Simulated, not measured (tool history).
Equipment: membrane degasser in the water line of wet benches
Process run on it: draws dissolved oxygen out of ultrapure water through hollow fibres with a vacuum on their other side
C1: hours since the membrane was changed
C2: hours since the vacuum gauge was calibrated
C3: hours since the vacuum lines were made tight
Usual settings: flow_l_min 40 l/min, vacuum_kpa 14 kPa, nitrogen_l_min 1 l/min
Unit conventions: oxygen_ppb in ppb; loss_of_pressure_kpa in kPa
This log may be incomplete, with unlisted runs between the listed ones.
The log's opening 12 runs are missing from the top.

run 13 day=97.233 | flow_l_min=40 vacuum_kpa=14 nitrogen_l_min=1 | C1=4838 C2=970 C3=4172 | oxygen_ppb=798.2 loss_of_pressure_kpa=42.9
run 14 day=107.558 | flow_l_min=40 vacuum_kpa=14 nitrogen_l_min=1 | C1=5085 C2=1218 C3=4419 | oxygen_ppb=798.1 loss_of_pressure_kpa=43.48
-- day=112.071 seals of the vacuum lines changed
run 15 day=114.962 | flow_l_min=40 vacuum_kpa=14 nitrogen_l_min=1 | C1=5261 C2=1394 C3=69 | oxygen_ppb=796.6 loss_of_pressure_kpa=43.23
run 16 day=120.162 | flow_l_min=40 vacuum_kpa=14 nitrogen_l_min=0.55 | C1=5386 C2=1518 C3=194 | oxygen_ppb=1199.4 loss_of_pressure_kpa=43.35
run 17 day=127.221 | flow_l_min=33 vacuum_kpa=11.8 nitrogen_l_min=0.58 | C1=5555 C2=1688 C3=364 | oxygen_ppb=830.6 loss_of_pressure_kpa=35.26
run 18 day=135.708 | flow_l_min=40 vacuum_kpa=26.4 nitrogen_l_min=1 | C1=5759 C2=1892 C3=567 | oxygen_ppb=1560.4 loss_of_pressure_kpa=43.19
run 19 day=145.688 | flow_l_min=40 vacuum_kpa=26.4 nitrogen_l_min=1 | C1=5998 C2=2131 C3=807 | oxygen_ppb=1556 loss_of_pressure_kpa=43.15
run 20 day=153.492 | flow_l_min=51 vacuum_kpa=9.7 nitrogen_l_min=1 | C1=6186 C2=2318 C3=994 | oxygen_ppb=608.4 loss_of_pressure_kpa=55.33
run 21 day=164.158 | flow_l_min=39 vacuum_kpa=8.4 nitrogen_l_min=1 | C1=6442 C2=2574 C3=1250 | oxygen_ppb=395.5 loss_of_pressure_kpa=42.47
run 22 day=168.638 | flow_l_min=35 vacuum_kpa=13.1 nitrogen_l_min=1 | C1=6549 C2=2682 C3=1358 | oxygen_ppb=660.3 loss_of_pressure_kpa=37.78
run 23 day=173.629 | flow_l_min=26 vacuum_kpa=34.4 nitrogen_l_min=1.47 | C1=6669 C2=2802 C3=1477 | oxygen_ppb=1079.5 loss_of_pressure_kpa=28
run 24 day=181.879 | flow_l_min=47 vacuum_kpa=12.6 nitrogen_l_min=1.47 | C1=6867 C2=3000 C3=1675 | oxygen_ppb=596 loss_of_pressure_kpa=50.83
run 25 day=192.725 | flow_l_min=43 vacuum_kpa=31.8 nitrogen_l_min=0.58 | C1=7127 C2=3260 C3=1936 | oxygen_ppb=2672.3 loss_of_pressure_kpa=46.63
run 26 day=202.229 | flow_l_min=41 vacuum_kpa=20.8 nitrogen_l_min=0.94 | C1=7355 C2=3488 C3=2164 | oxygen_ppb=1304.5 loss_of_pressure_kpa=44.44
run 27 day=207.812 | flow_l_min=40 vacuum_kpa=14 nitrogen_l_min=1.56 | C1=7490 C2=3622 C3=2298 | oxygen_ppb=562.8 loss_of_pressure_kpa=43.75
run 28 day=215.621 | flow_l_min=36 vacuum_kpa=15 nitrogen_l_min=2.3 | C1=7677 C2=3809 C3=2485 | oxygen_ppb=401.4 loss_of_pressure_kpa=38.9
run 29 day=226.396 | flow_l_min=64 vacuum_kpa=18 nitrogen_l_min=1.8 | C1=7935 C2=4068 C3=2744 | oxygen_ppb=1003.6 loss_of_pressure_kpa=68.87
run 30 day=235.679 | flow_l_min=55 vacuum_kpa=18 nitrogen_l_min=1.8 | C1=8158 C2=4291 C3=2967 | oxygen_ppb=876.2 loss_of_pressure_kpa=59.71
run 31 day=243.633 | flow_l_min=55 vacuum_kpa=18 nitrogen_l_min=1.8 | C1=8349 C2=4482 C3=3158 | oxygen_ppb=876.2 loss_of_pressure_kpa=59.25
run 32 day=251.608 | flow_l_min=56 vacuum_kpa=15.9 nitrogen_l_min=1 | C1=8541 C2=4673 C3=3349 | oxygen_ppb=1174.4 loss_of_pressure_kpa=60.09

Forecast each of these 3 alternatives for the next run:
run A day=260.383 | flow_l_min=26 vacuum_kpa=12 nitrogen_l_min=1 | C1=8751 C2=4884 C3=3559 | oxygen_ppb=? loss_of_pressure_kpa=?
run B day=260.383 | flow_l_min=37 vacuum_kpa=23.6 nitrogen_l_min=2.03 | C1=8751 C2=4884 C3=3559 | oxygen_ppb=? loss_of_pressure_kpa=?
run C day=260.383 | flow_l_min=24 vacuum_kpa=14 nitrogen_l_min=1 | C1=8751 C2=4884 C3=3559 | oxygen_ppb=? loss_of_pressure_kpa=?

run=A oxygen_ppb=460.9 loss_of_pressure_kpa=28.11
run=B oxygen_ppb=755.2 loss_of_pressure_kpa=39.57
run=C oxygen_ppb=522.9 loss_of_pressure_kpa=25.87
With the hidden condition removed and each run's random variation left untouched, the same runs would have given:
run=A oxygen_ppb=470.1 loss_of_pressure_kpa=28.08
run=B oxygen_ppb=770.3 loss_of_pressure_kpa=39.53
run=C oxygen_ppb=533.3 loss_of_pressure_kpa=25.84
